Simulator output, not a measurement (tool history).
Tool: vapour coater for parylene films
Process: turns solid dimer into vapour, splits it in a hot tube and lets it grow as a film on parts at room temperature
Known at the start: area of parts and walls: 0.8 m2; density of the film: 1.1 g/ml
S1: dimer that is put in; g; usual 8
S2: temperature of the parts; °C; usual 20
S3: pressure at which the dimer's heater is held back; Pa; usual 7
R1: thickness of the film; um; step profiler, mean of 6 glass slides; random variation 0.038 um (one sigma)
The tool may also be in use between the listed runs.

run,hour,S1,S2,S3,R1
1,0,8,20,7,4.13
2,14.3,8,20,7,4.12
3,23.1,8,20,7,4.1
4,38.8,8,20,7,4.09
5,55.8,8,20,7,4.05
6,65.5,8,20,2.24,4.35
7,78.8,8,15,2.24,5.03
8,97,8,15,2.24,5.04
9,106.2,8,15,2.24,4.98
10,130.1,8,15,2.24,5.83
11,141.8,7,15,2.24,5.1
12,159.1,7,17,11.1,4.23
13,172.4,7,17,11.1,4.2
14,191.6,7,17,11.1,4.19
15,210.3,10,20,3.71,5.81
16,222,5,16,3,3.3
17,232.9,8,17,11.3,4.67

Taken out of this log: 2 entries between the listed runs. Where each belongs, and how the hidden state differs across it:
Between runs 9 and 10: trap's valve overhauled (hour 130.1)
  vapour lost through the trap's worn valve, %: 14.1 -> 0; true temperature of the parts over the reading, C: 0.33 -> 0.34
  measured less the result without the state, R1: -0.88 -> -0.06 um
Between runs 12 and 13: table's thermometer calibrated (hour 161.1)
  vapour lost through the trap's worn valve, %: 1.2 -> 1.6; true temperature of the parts over the reading, C: 0.35 -> 0.46
  measured less the result without the state, R1: -0.1 -> -0.13 um
